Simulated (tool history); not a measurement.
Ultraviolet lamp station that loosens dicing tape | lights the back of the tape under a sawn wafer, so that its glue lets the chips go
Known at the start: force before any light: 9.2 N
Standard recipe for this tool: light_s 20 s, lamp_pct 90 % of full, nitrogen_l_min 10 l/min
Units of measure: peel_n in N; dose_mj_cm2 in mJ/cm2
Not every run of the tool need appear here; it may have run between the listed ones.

Run 1, hour 0.0: usual settings. Result: peel_n 0.672 N, dose_mj_cm2 380 mJ/cm2.
Run 2, hour 24.7: usual settings but light_s 29 s. Result: peel_n 0.341 N, dose_mj_cm2 544 mJ/cm2.
Run 3, hour 38.3: usual settings. Result: peel_n 0.673 N, dose_mj_cm2 378 mJ/cm2.
Run 4, hour 62.8: usual settings. Result: peel_n 0.662 N, dose_mj_cm2 377 mJ/cm2.
Run 5, hour 79.7: usual settings. Result: peel_n 0.690 N, dose_mj_cm2 375 mJ/cm2.
Run 6, hour 93.9: usual settings. Result: peel_n 0.714 N, dose_mj_cm2 369 mJ/cm2.
Run 7, hour 119.5: usual settings. Result: peel_n 0.706 N, dose_mj_cm2 372 mJ/cm2.
Run 8, hour 134.1: usual settings. Result: peel_n 0.710 N, dose_mj_cm2 366 mJ/cm2.
Run 9, hour 155.6: usual settings. Result: peel_n 0.695 N, dose_mj_cm2 365 mJ/cm2.
Run 10, hour 180.1: usual settings. Result: peel_n 0.728 N, dose_mj_cm2 360 mJ/cm2.
Run 11, hour 204.9: usual settings. Result: peel_n 0.749 N, dose_mj_cm2 361 mJ/cm2.
Run 12, hour 224.1: usual settings but lamp_pct 71 % of full. Result: peel_n 1.172 N, dose_mj_cm2 288 mJ/cm2.
Run 13, hour 253.1: usual settings but lamp_pct 71 % of full. Result: peel_n 1.224 N, dose_mj_cm2 281 mJ/cm2.
Run 14, hour 277.4: usual settings but lamp_pct 71 % of full. Result: peel_n 1.219 N, dose_mj_cm2 278 mJ/cm2.
Run 15, hour 304.3: usual settings but light_s 35 s. Result: peel_n 0.281 N, dose_mj_cm2 617 mJ/cm2.
Run 16, hour 322.4: usual settings but light_s 35 s. Result: peel_n 0.296 N, dose_mj_cm2 613 mJ/cm2.
Run 17, hour 338.3: usual settings. Result: peel_n 0.782 N, dose_mj_cm2 349 mJ/cm2.
Run 18, hour 359.7: usual settings but nitrogen_l_min 8 l/min. Result: peel_n 0.930 N, dose_mj_cm2 349 mJ/cm2.
Run 19, hour 373.7: usual settings but nitrogen_l_min 8 l/min. Result: peel_n 0.948 N, dose_mj_cm2 342 mJ/cm2.
Run 20, hour 391.7: usual settings but light_s 19 s, nitrogen_l_min 5 l/min. Result: peel_n 1.532 N, dose_mj_cm2 327 mJ/cm2.
Run 21, hour 412.6: usual settings but light_s 31 s, lamp_pct 94 % of full, nitrogen_l_min 8 l/min. Result: peel_n 0.372 N, dose_mj_cm2 550 mJ/cm2.
Run 22, hour 432.9: usual settings but nitrogen_l_min 11 l/min. Result: peel_n 0.757 N, dose_mj_cm2 340 mJ/cm2.
Run 23, hour 451.4: usual settings but nitrogen_l_min 11 l/min. Result: peel_n 0.776 N, dose_mj_cm2 339 mJ/cm2.
Run 24, hour 482.1: usual settings but light_s 21 s, lamp_pct 74 % of full. Result: peel_n 1.142 N, dose_mj_cm2 290 mJ/cm2.
Run 25, hour 507.4: usual settings but light_s 18 s, lamp_pct 70 % of full, nitrogen_l_min 4 l/min. Result: peel_n 2.725 N, dose_mj_cm2 234 mJ/cm2.
Run 26, hour 519.9: usual settings but light_s 18 s, lamp_pct 84 % of full, nitrogen_l_min 4 l/min. Result: peel_n 2.254 N, dose_mj_cm2 280 mJ/cm2.
Run 27, hour 541.9: usual settings but light_s 27 s, lamp_pct 84 % of full, nitrogen_l_min 7 l/min. Result: peel_n 0.730 N, dose_mj_cm2 417 mJ/cm2.
Run 28, hour 572.4: usual settings but light_s 27 s, lamp_pct 84 % of full, nitrogen_l_min 7 l/min. Result: peel_n 0.749 N, dose_mj_cm2 417 mJ/cm2.
Run 29, hour 599.7: usual settings but light_s 27 s, lamp_pct 84 % of full, nitrogen_l_min 7 l/min. Result: peel_n 0.758 N, dose_mj_cm2 409 mJ/cm2.
Run 30, hour 618.5: usual settings but light_s 27 s, lamp_pct 84 % of full, nitrogen_l_min 7 l/min. Result: peel_n 0.781 N, dose_mj_cm2 410 mJ/cm2.
Run 31, hour 637.4: usual settings but light_s 27 s, lamp_pct 84 % of full, nitrogen_l_min 7 l/min. Result: peel_n 0.762 N, dose_mj_cm2 413 mJ/cm2.
Run 32, hour 656.3: usual settings but lamp_pct 67 % of full, nitrogen_l_min 7 l/min. Result: peel_n 1.992 N, dose_mj_cm2 238 mJ/cm2.
Run 33, hour 669.9: usual settings but lamp_pct 71 % of full, nitrogen_l_min 8 l/min. Result: peel_n 1.655 N, dose_mj_cm2 250 mJ/cm2.
Run 34, hour 699.8: usual settings but light_s 32 s, lamp_pct 89 % of full. Result: peel_n 0.404 N, dose_mj_cm2 499 mJ/cm2.
Run 35, hour 726.7: usual settings but light_s 32 s, lamp_pct 89 % of full. Result: peel_n 0.394 N, dose_mj_cm2 495 mJ/cm2.
Run 36, hour 743.0: usual settings but light_s 29 s, lamp_pct 82 % of full, nitrogen_l_min 14 l/min. Result: peel_n 0.453 N, dose_mj_cm2 416 mJ/cm2.

Selected run-to-run steps in peel_n, each split into two signed amounts: the part the tool would show with no hidden state at all (from settings, incoming material and random variation), and the remainder, which goes to the hidden state together with any gauge scatter not common to the measured and the hidden-state-free results:
What the log doesn't record here: lamp's light, % of a new lamp's; light that the window lets through, % of a clean one's; drift of the gauge itself on peel_n, %; drift of the gauge itself on dose_mj_cm2, %.
Run 24 -> 25: light_s 21 -> 18, lamp_pct 74 -> 70, nitrogen_l_min 10 -> 4. peel_n +1.583 N: hidden state +0.295, all else +1.288.
Run 26 -> 27: light_s 18 -> 27, nitrogen_l_min 4 -> 7. peel_n -1.524 N: hidden state -0.385, all else -1.139.
Run 31 -> 32: light_s 27 -> 20, lamp_pct 84 -> 67. peel_n +1.230 N: hidden state +0.384, all else +0.846.
Run 33 -> 34: light_s 20 -> 32, lamp_pct 71 -> 89, nitrogen_l_min 8 -> 10. peel_n -1.251 N: hidden state -0.487, all else -0.764.
